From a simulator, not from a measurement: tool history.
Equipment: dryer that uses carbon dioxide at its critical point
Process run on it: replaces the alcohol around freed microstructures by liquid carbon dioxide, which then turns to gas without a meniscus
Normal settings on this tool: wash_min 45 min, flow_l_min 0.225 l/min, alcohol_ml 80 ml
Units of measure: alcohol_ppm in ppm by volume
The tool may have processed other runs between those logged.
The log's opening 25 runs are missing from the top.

run	hour	wash_min	flow_l_min	alcohol_ml	alcohol_ppm
26	608.6	54	0.18	25	440
27	629	38	0.369	35	173
28	656.1	38	0.273	87	1164
29	689.8	68	0.225	80	233
30	723.1	43	0.351	80	244
31	750.4	43	0.351	80	242
32	779.8	43	0.351	80	255
33	798.4	45	0.208	83	1634
34	816.9	61	0.35	80	69
35	843.8	61	0.35	80	74
36	875.5	36	0.318	41	433
37	899.5	62	0.289	62	104
38	933.2	62	0.163	24	410
39	959.7	62	0.163	24	432
40	978.9	48	0.188	91	2107
41	1003.3	47	0.266	43	344

Here are 3 independent what-if runs from the current tool condition. What would each one return?
A	1032.1	51	0.266	43	?
B	1032.1	45	0.365	80	?
C	1032.1	47	0.266	73	?

run	alcohol_ppm
A	246
B	194
C	529
Without the tool's unlogged condition, the same runs would have read:
run	alcohol_ppm
A	158
B	113
C	389
